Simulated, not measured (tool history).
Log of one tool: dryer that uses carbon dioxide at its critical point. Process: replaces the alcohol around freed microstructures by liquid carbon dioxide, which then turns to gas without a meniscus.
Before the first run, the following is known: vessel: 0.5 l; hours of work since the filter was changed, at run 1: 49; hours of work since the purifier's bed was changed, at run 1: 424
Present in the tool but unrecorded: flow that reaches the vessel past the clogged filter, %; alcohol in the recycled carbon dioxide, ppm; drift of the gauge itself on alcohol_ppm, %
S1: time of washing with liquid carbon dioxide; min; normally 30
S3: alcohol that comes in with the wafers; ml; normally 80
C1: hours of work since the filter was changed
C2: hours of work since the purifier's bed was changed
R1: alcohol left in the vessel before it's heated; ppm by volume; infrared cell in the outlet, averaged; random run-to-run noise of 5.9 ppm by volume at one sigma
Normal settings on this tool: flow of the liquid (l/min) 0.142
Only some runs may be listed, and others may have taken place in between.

Run 1, hour 0: usual settings; C1 49; C2 424. Result: R1 329 ppm by volume.
Run 2, hour 28.1: usual settings but flow of the liquid (l/min) 0.108; C1 63; C2 438. Result: R1 1409 ppm by volume.
Run 3, hour 56.1: usual settings but flow of the liquid (l/min) 0.108; C1 76; C2 452. Result: R1 1525 ppm by volume.
Run 4, hour 91.5: usual settings; C1 94; C2 470. Result: R1 444 ppm by volume.
Run 5, hour 116: usual settings; C1 106; C2 482. Result: R1 495 ppm by volume.
Run 6, hour 151.5: usual settings; C1 124; C2 500. Result: R1 557 ppm by volume.
Run 7, hour 168.7: usual settings but flow of the liquid (l/min) 0.105; C1 132; C2 508. Result: R1 2232 ppm by volume.
Run 8, hour 194: usual settings but flow of the liquid (l/min) 0.105, S3 62 ml; C1 145; C2 521. Result: R1 1942 ppm by volume.
Run 9, hour 224.5: usual settings but flow of the liquid (l/min) 0.105, S3 62 ml; C1 160; C2 536. Result: R1 2055 ppm by volume.
At hour 232.7: inlet filter changed.
Run 10, hour 246.6: usual settings but flow of the liquid (l/min) 0.105, S3 62 ml; C1 7; C2 546. Result: R1 944 ppm by volume.
Run 11, hour 270.4: usual settings; C1 19; C2 558. Result: R1 300 ppm by volume.
Run 12, hour 304.1: usual settings but flow of the liquid (l/min) 0.104; C1 35; C2 575. Result: R1 1453 ppm by volume.
Run 13, hour 337.6: usual settings but flow of the liquid (l/min) 0.104; C1 52; C2 591. Result: R1 1587 ppm by volume.
Run 14, hour 357.2: usual settings; C1 62; C2 601. Result: R1 391 ppm by volume.
Run 15, hour 373.7: usual settings; C1 70; C2 609. Result: R1 400 ppm by volume.
Run 16, hour 390.6: usual settings but S3 24 ml; C1 78; C2 618. Result: R1 157 ppm by volume.
Run 17, hour 419.8: usual settings but S3 24 ml; C1 93; C2 632. Result: R1 180 ppm by volume.
Run 18, hour 438.3: usual settings but S3 24 ml; C1 102; C2 641. Result: R1 188 ppm by volume.
Run 19, hour 460.7: usual settings; C1 113; C2 653. Result: R1 545 ppm by volume.
Run 20, hour 495.2: usual settings; C1 130; C2 670. Result: R1 604 ppm by volume.
Run 21, hour 519.9: usual settings; C1 143; C2 682. Result: R1 675 ppm by volume.
Run 22, hour 536.3: usual settings; C1 151; C2 690. Result: R1 716 ppm by volume.
At hour 562.8: inlet filter changed.
Run 23, hour 562.8: usual settings; C1 0; C2 703. Result: R1 284 ppm by volume.
Run 24, hour 587: usual settings; C1 12; C2 715. Result: R1 305 ppm by volume.
Run 25, hour 610.6: usual settings but S1 26 min, flow of the liquid (l/min) 0.128, S3 75 ml; C1 24; C2 727. Result: R1 1039 ppm by volume.
Run 26, hour 638.6: usual settings but S1 21 min, S3 36 ml; C1 38; C2 740. Result: R1 929 ppm by volume.
Run 27, hour 663.3: usual settings but S1 26 min, flow of the liquid (l/min) 0.189, S3 42 ml; C1 50; C2 753. Result: R1 131 ppm by volume.
Run 28, hour 679.9: usual settings but S1 46 min; C1 58; C2 761. Result: R1 78 ppm by volume.
Run 29, hour 706.9: usual settings but S1 45 min, flow of the liquid (l/min) 0.155, S3 31 ml; C1 72; C2 774. Result: R1 66 ppm by volume.
Run 30, hour 728.2: usual settings but S1 28 min, flow of the liquid (l/min) 0.127, S3 52 ml; C1 82; C2 785. Result: R1 754 ppm by volume.
Run 31, hour 754.6: usual settings but flow of the liquid (l/min) 0.093; C1 95; C2 798. Result: R1 3183 ppm by volume.
Run 32, hour 782.5: usual settings but S1 24 min, flow of the liquid (l/min) 0.191, S3 30 ml; C1 109; C2 812. Result: R1 183 ppm by volume.
Run 33, hour 808.8: usual settings but S1 35 min, flow of the liquid (l/min) 0.191, S3 103 ml; C1 122; C2 825. Result: R1 96 ppm by volume.
Run 34, hour 827.5: usual settings but S1 22 min, flow of the liquid (l/min) 0.157, S3 40 ml; C1 131; C2 834. Result: R1 913 ppm by volume.
Run 35, hour 860.9: usual settings but S1 22 min, flow of the liquid (l/min) 0.157, S3 40 ml; C1 148; C2 851. Result: R1 989 ppm by volume.
Run 36, hour 888.2: usual settings but S1 22 min, flow of the liquid (l/min) 0.157, S3 40 ml; C1 162; C2 864. Result: R1 1062 ppm by volume.
At hour 894.5: inlet filter changed.
Run 37, hour 923.6: usual settings but flow of the liquid (l/min) 0.109; C1 14; C2 882. Result: R1 1032 ppm by volume.
Run 38, hour 953.5: usual settings but S1 21 min, flow of the liquid (l/min) 0.196, S3 28 ml; C1 29; C2 896. Result: R1 191 ppm by volume.
Run 39, hour 974.1: usual settings but S1 40 min; C1 40; C2 907. Result: R1 111 ppm by volume.
Run 40, hour 1000.5: usual settings but S1 40 min, flow of the liquid (l/min) 0.193, S3 30 ml; C1 53; C2 920. Result: R1 79 ppm by volume.
Run 41, hour 1035.4: usual settings but S1 40 min, flow of the liquid (l/min) 0.193, S3 30 ml; C1 70; C2 937. Result: R1 74 ppm by volume.
Run 42, hour 1060.7: usual settings but S1 40 min, flow of the liquid (l/min) 0.193, S3 30 ml; C1 83; C2 950. Result: R1 78 ppm by volume.
Run 43, hour 1075.3: usual settings but S1 24 min, flow of the liquid (l/min) 0.104, S3 110 ml; C1 90; C2 957. Result: R1 6216 ppm by volume.
Run 44, hour 1092.3: usual settings but S1 31 min, flow of the liquid (l/min) 0.224, S3 34 ml; C1 98; C2 965. Result: R1 79 ppm by volume.
Run 45, hour 1111.2: usual settings but S1 38 min, flow of the liquid (l/min) 0.095, S3 34 ml; C1 108; C2 975. Result: R1 522 ppm by volume.
Run 46, hour 1146.5: usual settings but S1 41 min, flow of the liquid (l/min) 0.12; C1 125; C2 992. Result: R1 292 ppm by volume.
Run 47, hour 1172.1: usual settings but S1 42 min, S3 71 ml; C1 138; C2 1005. Result: R1 133 ppm by volume.

Take each entry between the runs: how does the hidden state at the last listed run before it differ from the hidden state at the first listed run after it?
Run 9 -> run 10: inlet filter changed (hour 232.7)
  flow that reaches the vessel past the clogged filter, %: 82.1 -> 98.7; alcohol in the recycled carbon dioxide, ppm: 46.2 -> 46.9
  measured minus no-state result, R1: +1229 -> +101 ppm by volume
Run 22 -> run 23: inlet filter changed (hour 562.8)
  flow that reaches the vessel past the clogged filter, %: 83 -> 99.2; alcohol in the recycled carbon dioxide, ppm: 57.7 -> 58.6
  measured minus no-state result, R1: +495 -> +67 ppm by volume
Run 36 -> run 37: inlet filter changed (hour 894.5)
  flow that reaches the vessel past the clogged filter, %: 81.4 -> 98.1; alcohol in the recycled carbon dioxide, ppm: 70.3 -> 71.5
  measured minus no-state result, R1: +692 -> +159 ppm by volume
